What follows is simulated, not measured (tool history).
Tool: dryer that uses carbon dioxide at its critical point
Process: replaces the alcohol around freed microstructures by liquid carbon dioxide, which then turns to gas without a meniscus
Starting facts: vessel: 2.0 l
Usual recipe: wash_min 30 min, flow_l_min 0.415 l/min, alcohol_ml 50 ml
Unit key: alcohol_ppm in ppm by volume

Run 1, hour 0: usual settings. Result: alcohol_ppm 220 ppm by volume.
Run 2, hour 6.3: usual settings. Result: alcohol_ppm 212 ppm by volume.
Run 3, hour 14.2: usual settings. Result: alcohol_ppm 218 ppm by volume.
Run 4, hour 23.9: usual settings. Result: alcohol_ppm 228 ppm by volume.
Run 5, hour 34.8: usual settings. Result: alcohol_ppm 239 ppm by volume.
Run 6, hour 49.4: usual settings. Result: alcohol_ppm 234 ppm by volume.
Run 7, hour 55.7: usual settings. Result: alcohol_ppm 240 ppm by volume.
Run 8, hour 67.2: usual settings but alcohol_ml 109 ml. Result: alcohol_ppm 399 ppm by volume.
Run 9, hour 74.6: usual settings but alcohol_ml 109 ml. Result: alcohol_ppm 408 ppm by volume.
Run 10, hour 85.8: usual settings but flow_l_min 0.28 l/min. Result: alcohol_ppm 890 ppm by volume.
Run 11, hour 97.3: usual settings but flow_l_min 0.28 l/min. Result: alcohol_ppm 896 ppm by volume.
Run 12, hour 107.1: usual settings. Result: alcohol_ppm 250 ppm by volume.
Run 13, hour 120.9: usual settings. Result: alcohol_ppm 261 ppm by volume.
Run 14, hour 130.8: usual settings. Result: alcohol_ppm 266 ppm by volume.
Run 15, hour 140.7: usual settings. Result: alcohol_ppm 262 ppm by volume.
Run 16, hour 152.4: usual settings but wash_min 21 min. Result: alcohol_ppm 845 ppm by volume.
Run 17, hour 165.7: usual settings but alcohol_ml 39 ml. Result: alcohol_ppm 237 ppm by volume.
Run 18, hour 172.8: usual settings but alcohol_ml 39 ml. Result: alcohol_ppm 258 ppm by volume.
Run 19, hour 179.8: usual settings but alcohol_ml 39 ml. Result: alcohol_ppm 259 ppm by volume.
Run 20, hour 186: usual settings but alcohol_ml 39 ml. Result: alcohol_ppm 258 ppm by volume.
Run 21, hour 197.1: usual settings but alcohol_ml 39 ml. Result: alcohol_ppm 265 ppm by volume.
Run 22, hour 211: usual settings but alcohol_ml 85 ml. Result: alcohol_ppm 426 ppm by volume.
Run 23, hour 222.4: usual settings but alcohol_ml 85 ml. Result: alcohol_ppm 450 ppm by volume.
Run 24, hour 234.9: usual settings but alcohol_ml 85 ml. Result: alcohol_ppm 421 ppm by volume.
Run 25, hour 246: usual settings but wash_min 38 min, flow_l_min 0.281 l/min, alcohol_ml 46 ml. Result: alcohol_ppm 491 ppm by volume.
Run 26, hour 259.2: usual settings but wash_min 38 min, flow_l_min 0.281 l/min, alcohol_ml 46 ml. Result: alcohol_ppm 511 ppm by volume.
Run 27, hour 272: usual settings but wash_min 38 min, flow_l_min 0.281 l/min, alcohol_ml 46 ml. Result: alcohol_ppm 505 ppm by volume.
Run 28, hour 279.6: usual settings but wash_min 37 min, flow_l_min 0.276 l/min. Result: alcohol_ppm 632 ppm by volume.
Run 29, hour 290.7: usual settings but wash_min 34 min, flow_l_min 0.504 l/min, alcohol_ml 49 ml. Result: alcohol_ppm 172 ppm by volume.
Run 30, hour 305.4: usual settings but wash_min 25 min, flow_l_min 0.365 l/min, alcohol_ml 49 ml. Result: alcohol_ppm 867 ppm by volume.
Run 31, hour 315: usual settings but wash_min 25 min, flow_l_min 0.609 l/min, alcohol_ml 70 ml. Result: alcohol_ppm 249 ppm by volume.
Run 32, hour 325: usual settings but wash_min 25 min, flow_l_min 0.609 l/min, alcohol_ml 70 ml. Result: alcohol_ppm 246 ppm by volume.
Run 33, hour 333.8: usual settings but wash_min 48 min, flow_l_min 0.452 l/min, alcohol_ml 29 ml. Result: alcohol_ppm 154 ppm by volume.
Run 34, hour 348.1: usual settings but wash_min 37 min, flow_l_min 0.397 l/min, alcohol_ml 21 ml. Result: alcohol_ppm 204 ppm by volume.
Run 35, hour 359.8: usual settings but wash_min 26 min, flow_l_min 0.347 l/min, alcohol_ml 59 ml. Result: alcohol_ppm 1119 ppm by volume.
Run 36, hour 373.1: usual settings but wash_min 26 min, flow_l_min 0.347 l/min, alcohol_ml 59 ml. Result: alcohol_ppm 1130 ppm by volume.
Run 37, hour 379.6: usual settings but wash_min 23 min, flow_l_min 0.403 l/min, alcohol_ml 117 ml. Result: alcohol_ppm 1891 ppm by volume.
Run 38, hour 391: usual settings but wash_min 28 min, flow_l_min 0.529 l/min. Result: alcohol_ppm 265 ppm by volume.
Run 39, hour 403.9: usual settings but wash_min 28 min, flow_l_min 0.529 l/min. Result: alcohol_ppm 259 ppm by volume.
Run 40, hour 411.7: usual settings but wash_min 40 min, flow_l_min 0.296 l/min, alcohol_ml 109 ml. Result: alcohol_ppm 849 ppm by volume.
Run 41, hour 425: usual settings but flow_l_min 0.258 l/min, alcohol_ml 27 ml. Result: alcohol_ppm 1020 ppm by volume.
At hour 434.4: inlet filter changed.
Run 42, hour 434.6: usual settings but wash_min 22 min, flow_l_min 0.519 l/min, alcohol_ml 26 ml. Result: alcohol_ppm 261 ppm by volume.
Run 43, hour 444.3: usual settings but wash_min 22 min, flow_l_min 0.519 l/min, alcohol_ml 26 ml. Result: alcohol_ppm 262 ppm by volume.
Run 44, hour 453.5: usual settings but wash_min 21 min, flow_l_min 0.503 l/min, alcohol_ml 35 ml. Result: alcohol_ppm 337 ppm by volume.
Run 45, hour 467.9: usual settings but wash_min 36 min, flow_l_min 0.494 l/min, alcohol_ml 62 ml. Result: alcohol_ppm 200 ppm by volume.
Run 46, hour 478: usual settings but wash_min 27 min, flow_l_min 0.424 l/min, alcohol_ml 70 ml. Result: alcohol_ppm 426 ppm by volume.
Run 47, hour 491.3: usual settings but flow_l_min 0.353 l/min. Result: alcohol_ppm 437 ppm by volume.

4 ways to go on from here, each from the tool as it stands after run 47. What would each give?
Run A, hour 505.4: usual settings but wash_min 20 min, flow_l_min 0.547 l/min, alcohol_ml 92 ml. Result: alcohol_ppm ?.
Run B, hour 505.4: usual settings but wash_min 28 min, flow_l_min 0.538 l/min, alcohol_ml 57 ml. Result: alcohol_ppm ?.
Run C, hour 505.4: usual settings but alcohol_ml 86 ml. Result: alcohol_ppm ?.
Run D, hour 505.4: usual settings but wash_min 40 min, flow_l_min 0.502 l/min. Result: alcohol_ppm ?.

run  alcohol_ppm
  A          559
  B          224
  C          383
  D          196
What these runs would have given with no unlogged condition in the tool:
run  alcohol_ppm
  A          334
  B           34
  C          170
  D            7
